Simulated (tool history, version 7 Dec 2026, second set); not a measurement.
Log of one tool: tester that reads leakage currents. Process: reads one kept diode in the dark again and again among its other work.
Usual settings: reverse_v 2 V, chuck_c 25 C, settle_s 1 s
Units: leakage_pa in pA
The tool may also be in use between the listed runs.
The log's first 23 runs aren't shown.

| run | day | reverse_v | chuck_c | settle_s | hours of work since the probe card was cleaned | hours of work since the tester was calibrated | hours of work since the chuck was calibrated | leakage_pa |
|---|---|---|---|---|---|---|---|---|
| 24 | 67.233 | 2 | 21 | 1.07 | 1353 | 1947 | 925 | 10.64 |
| 25 | 68.971 | 4.96 | 21 | 6.5 | 1381 | 1975 | 954 | 17.04 |
| 26 | 71.338 | 13.07 | 27 | 1 | 1421 | 2015 | 993 | 44.85 |
|  | 73.054 | chuck's temperature calibrated |
| 27 | 75.25 | 2 | 35 | 3.75 | 1484 | 2078 | 36 | 29.13 |
| 28 | 78.688 | 2.04 | 41 | 1 | 1541 | 2135 | 93 | 44.4 |
| 29 | 81.583 | 17.01 | 41 | 0.36 | 1589 | 2183 | 141 | 137.77 |
| 30 | 85.267 | 1.01 | 25 | 1 | 1650 | 2244 | 203 | 10.15 |
| 31 | 88.783 | 6.9 | 31 | 0.41 | 1709 | 2303 | 261 | 43.31 |
| 32 | 91.329 | 4.95 | 33 | 1.8 | 1751 | 2345 | 303 | 40.78 |

Run 33 comes next. What will it give?
|  | 94.229 | probe card cleaned and baked |
| 33 | 94.667 | 4.95 | 33 | 1.8 | 7 | 2398 | 356 | ? |

leakage_pa: 40.48 pA
Without the tool's hidden state the same run would have given leakage_pa 40.49 pA.
